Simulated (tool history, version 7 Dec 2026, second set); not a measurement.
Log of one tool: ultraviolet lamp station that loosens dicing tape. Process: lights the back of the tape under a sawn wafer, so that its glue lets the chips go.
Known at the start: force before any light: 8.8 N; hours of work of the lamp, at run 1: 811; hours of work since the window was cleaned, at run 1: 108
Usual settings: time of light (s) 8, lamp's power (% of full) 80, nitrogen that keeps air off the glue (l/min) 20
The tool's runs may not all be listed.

| run | day | time of light (s) | lamp's power (% of full) | nitrogen that keeps air off the glue (l/min) | hours of work of the lamp | hours of work since the window was cleaned | force that peels the tape off (N) | light that reached the tape (mJ/cm²) |
|---|---|---|---|---|---|---|---|---|
| 1 | 0.000 | 8 | 80 | 20 | 811 | 108 | 1.684 | 247 |
| 2 | 2.438 | 8 | 100 | 20 | 839 | 136 | 1.124 | 298 |
| 3 | 4.075 | 8 | 100 | 20 | 858 | 155 | 1.144 | 299 |
| 4 | 6.088 | 8 | 100 | 20 | 882 | 179 | 1.216 | 293 |
| 5 | 7.838 | 8 | 80 | 20 | 902 | 199 | 1.811 | 233 |
| 6 | 9.862 | 8 | 80 | 20 | 926 | 223 | 1.865 | 229 |
| 7 | 12.292 | 8 | 88 | 20 | 955 | 251 | 1.656 | 245 |
| 8 | 14.588 | 8 | 75 | 20 | 981 | 278 | 2.139 | 206 |
| 9 | 16.875 | 8 | 75 | 20 | 1008 | 305 | 2.173 | 205 |
| 10 | 18.112 | 8 | 75 | 20 | 1023 | 320 | 2.179 | 199 |
| 11 | 19.292 | 9 | 75 | 20 | 1037 | 333 | 1.888 | 229 |
| 12 | 20.829 | 8 | 86 | 11 | 1055 | 351 | 2.476 | 225 |
| 13 | 22.254 | 7 | 63 | 7 | 1071 | 368 | 4.525 | 145 |
|  | 22.775 | window cleaned of glue's vapour |
| 14 | 24.246 | 7 | 63 | 7 | 1094 | 17 | 3.987 | 159 |
| 15 | 25.638 | 7 | 75 | 20 | 1111 | 34 | 2.381 | 185 |
| 16 | 26.842 | 7 | 75 | 20 | 1125 | 48 | 2.498 | 184 |
| 17 | 28.875 | 12 | 80 | 20 | 1148 | 71 | 0.932 | 326 |
| 18 | 30.725 | 10 | 94 | 30 | 1170 | 93 | 0.779 | 315 |
| 19 | 33.088 | 14 | 70 | 30 | 1198 | 121 | 0.732 | 326 |
| 20 | 34.800 | 14 | 70 | 30 | 1218 | 141 | 0.780 | 322 |

Forecast each of these 5 alternatives for the next run:
| A | 36.442 | 8 | 66 | 20 | 1237 | 160 | ? | ? |
| B | 36.442 | 12 | 84 | 7 | 1237 | 160 | ? | ? |
| C | 36.442 | 14 | 70 | 7 | 1237 | 160 | ? | ? |
| D | 36.442 | 5 | 72 | 35 | 1237 | 160 | ? | ? |
| E | 36.442 | 5 | 80 | 36 | 1237 | 160 | ? | ? |

| run | force that peels the tape off (N) | light that reached the tape (mJ/cm²) |
|---|---|---|
| A | 2.754 | 168 |
| B | 1.926 | 330 |
| C | 2.019 | 321 |
| D | 3.420 | 114 |
| E | 2.987 | 124 |
Without the tool's hidden state the same runs would have given:
| run | force that peels the tape off (N) | light that reached the tape (mJ/cm²) |
|---|---|---|
| A | 1.457 | 264 |
| B | 0.866 | 515 |
| C | 0.930 | 499 |
| D | 2.026 | 180 |
| E | 1.673 | 196 |
